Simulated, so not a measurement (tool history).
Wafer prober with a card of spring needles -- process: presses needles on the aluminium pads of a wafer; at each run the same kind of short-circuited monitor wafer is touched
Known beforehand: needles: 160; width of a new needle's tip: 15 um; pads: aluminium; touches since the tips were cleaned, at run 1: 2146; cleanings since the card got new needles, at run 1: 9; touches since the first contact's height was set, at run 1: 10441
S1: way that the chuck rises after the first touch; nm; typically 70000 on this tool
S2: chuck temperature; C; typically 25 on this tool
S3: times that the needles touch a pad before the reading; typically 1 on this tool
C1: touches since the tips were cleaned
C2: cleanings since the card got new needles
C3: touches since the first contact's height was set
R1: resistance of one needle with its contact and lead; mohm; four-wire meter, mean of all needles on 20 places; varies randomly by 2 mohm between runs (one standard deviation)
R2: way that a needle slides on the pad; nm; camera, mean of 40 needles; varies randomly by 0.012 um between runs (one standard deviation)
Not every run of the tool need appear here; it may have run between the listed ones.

{"run": 1, "hour": 0.0, "S1": 70000, "S2": 25, "S3": 1, "C1": 2146, "C2": 9, "C3": 10441, "R1": 227, "R2": 18600}
{"run": 2, "hour": 8.9, "S1": 70000, "S2": 25, "S3": 1, "C1": 3965, "C2": 9, "C3": 12260, "R1": 234, "R2": 18590}
{"run": 3, "hour": 14.6, "S1": 70000, "S2": 25, "S3": 1, "C1": 5131, "C2": 9, "C3": 13426, "R1": 233, "R2": 18590}
{"run": 4, "hour": 20.3, "S1": 70000, "S2": 25, "S3": 1, "C1": 6303, "C2": 9, "C3": 14598, "R1": 242, "R2": 18600}
{"hour": 22.4, "done": "tips cleaned on abrasive film"}
{"run": 5, "hour": 26.1, "S1": 77000, "S2": 25, "S3": 1, "C1": 745, "C2": 10, "C3": 15759, "R1": 219, "R2": 20420}
{"run": 6, "hour": 37.0, "S1": 77000, "S2": 25, "S3": 1, "C1": 2981, "C2": 10, "C3": 17995, "R1": 230, "R2": 20450}
{"run": 7, "hour": 47.4, "S1": 77000, "S2": 25, "S3": 1, "C1": 5108, "C2": 10, "C3": 20122, "R1": 237, "R2": 20450}
{"run": 8, "hour": 53.5, "S1": 77000, "S2": 25, "S3": 1, "C1": 6353, "C2": 10, "C3": 21367, "R1": 230, "R2": 20400}
{"hour": 55.3, "done": "tips cleaned on abrasive film"}
{"run": 9, "hour": 61.7, "S1": 83000, "S2": 25, "S3": 1, "C1": 1320, "C2": 11, "C3": 23042, "R1": 219, "R2": 22010}
{"run": 10, "hour": 70.8, "S1": 83000, "S2": 25, "S3": 1, "C1": 3170, "C2": 11, "C3": 24892, "R1": 224, "R2": 22010}
{"run": 11, "hour": 79.4, "S1": 83000, "S2": 25, "S3": 1, "C1": 4934, "C2": 11, "C3": 26656, "R1": 230, "R2": 22000}
{"run": 12, "hour": 85.6, "S1": 70000, "S2": 25, "S3": 1, "C1": 6207, "C2": 11, "C3": 27929, "R1": 241, "R2": 18540}
{"hour": 88.2, "done": "tips cleaned on abrasive film"}
{"run": 13, "hour": 91.4, "S1": 70000, "S2": 25, "S3": 1, "C1": 646, "C2": 12, "C3": 29089, "R1": 223, "R2": 18530}
{"run": 14, "hour": 96.1, "S1": 70000, "S2": 25, "S3": 2, "C1": 1609, "C2": 12, "C3": 30052, "R1": 222, "R2": 18520}
{"run": 15, "hour": 101.8, "S1": 70000, "S2": 25, "S3": 3, "C1": 2768, "C2": 12, "C3": 31211, "R1": 220, "R2": 18530}
{"run": 16, "hour": 108.5, "S1": 70000, "S2": 25, "S3": 1, "C1": 4143, "C2": 12, "C3": 32586, "R1": 231, "R2": 18520}
{"run": 17, "hour": 118.7, "S1": 70000, "S2": 25, "S3": 1, "C1": 6234, "C2": 12, "C3": 34677, "R1": 240, "R2": 18550}
{"hour": 121.2, "done": "tips cleaned on abrasive film"}
{"run": 18, "hour": 125.3, "S1": 70000, "S2": 25, "S3": 1, "C1": 832, "C2": 13, "C3": 36004, "R1": 222, "R2": 18500}
{"run": 19, "hour": 136.2, "S1": 68000, "S2": 25, "S3": 1, "C1": 3070, "C2": 13, "C3": 38242, "R1": 234, "R2": 17980}
{"run": 20, "hour": 147.1, "S1": 70000, "S2": 47, "S3": 2, "C1": 5305, "C2": 13, "C3": 40477, "R1": 232, "R2": 18510}
{"run": 21, "hour": 153.0, "S1": 55000, "S2": 91, "S3": 3, "C1": 6517, "C2": 13, "C3": 41689, "R1": 249, "R2": 14520}
{"hour": 154.0, "done": "tips cleaned on abrasive film"}
{"run": 22, "hour": 162.1, "S1": 62000, "S2": 91, "S3": 2, "C1": 1660, "C2": 14, "C3": 43518, "R1": 239, "R2": 16370}
{"run": 23, "hour": 167.8, "S1": 70000, "S2": 57, "S3": 1, "C1": 2840, "C2": 14, "C3": 44698, "R1": 237, "R2": 18480}
{"run": 24, "hour": 178.1, "S1": 87000, "S2": 57, "S3": 2, "C1": 4944, "C2": 14, "C3": 46802, "R1": 231, "R2": 23000}
{"hour": 187.1, "done": "tips cleaned on abrasive film"}
{"run": 25, "hour": 189.4, "S1": 87000, "S2": 57, "S3": 2, "C1": 475, "C2": 15, "C3": 49098, "R1": 225, "R2": 22980}
{"run": 26, "hour": 196.0, "S1": 87000, "S2": 57, "S3": 2, "C1": 1817, "C2": 15, "C3": 50440, "R1": 226, "R2": 23010}
{"run": 27, "hour": 204.5, "S1": 87000, "S2": 57, "S3": 2, "C1": 3562, "C2": 15, "C3": 52185, "R1": 229, "R2": 23000}
{"run": 28, "hour": 215.0, "S1": 87000, "S2": 57, "S3": 2, "C1": 5712, "C2": 15, "C3": 54335, "R1": 231, "R2": 22990}
{"hour": 219.7, "done": "tips cleaned on abrasive film"}
{"run": 29, "hour": 219.7, "S1": 71000, "S2": 117, "S3": 1, "C1": 3, "C2": 16, "C3": 55275, "R1": 243, "R2": 18730}
{"run": 30, "hour": 225.1, "S1": 56000, "S2": 48, "S3": 1, "C1": 1119, "C2": 16, "C3": 56391, "R1": 233, "R2": 14720}
{"run": 31, "hour": 229.7, "S1": 65000, "S2": 48, "S3": 1, "C1": 2056, "C2": 16, "C3": 57328, "R1": 236, "R2": 17100}
{"run": 32, "hour": 235.0, "S1": 65000, "S2": 48, "S3": 1, "C1": 3130, "C2": 16, "C3": 58402, "R1": 239, "R2": 17130}
{"run": 33, "hour": 242.6, "S1": 65000, "S2": 48, "S3": 1, "C1": 4694, "C2": 16, "C3": 59966, "R1": 241, "R2": 17120}
{"hour": 252.5, "done": "tips cleaned on abrasive film"}
{"run": 34, "hour": 253.8, "S1": 65000, "S2": 53, "S3": 1, "C1": 253, "C2": 17, "C3": 62231, "R1": 227, "R2": 17100}
{"hour": 257.1, "done": "height of the first contact set anew"}
{"run": 35, "hour": 264.6, "S1": 54000, "S2": 105, "S3": 1, "C1": 2409, "C2": 17, "C3": 1528, "R1": 255, "R2": 14360}

How would selected steps in R1 from run to run divide? Give the signed amount a tool lacking its hidden state would still show from settings, what came in and random variation, and the signed amount left for the hidden state, including any gauge scatter that is not in both of the compared results.
Hidden state at play: debris on the tips, nm; way that the needles fall short of the set height, um; tips' diameter, um; drift of the gauge itself on contact_mohm, %; drift of the gauge itself on scrub_um, %.
Run 4 -> 5: S1 70000 -> 77000, tips cleaned on abrasive film. R1 -23 mohm: hidden state -17, all else -6.
Run 12 -> 13: tips cleaned on abrasive film. R1 -18 mohm: hidden state -16, all else -2.
Run 33 -> 34: S2 48 -> 53, tips cleaned on abrasive film. R1 -14 mohm: hidden state -16, all else +2.
Run 34 -> 35: S1 65000 -> 54000, S2 53 -> 105, height of the first contact set anew. R1 +28 mohm: hidden state +13, all else +15.
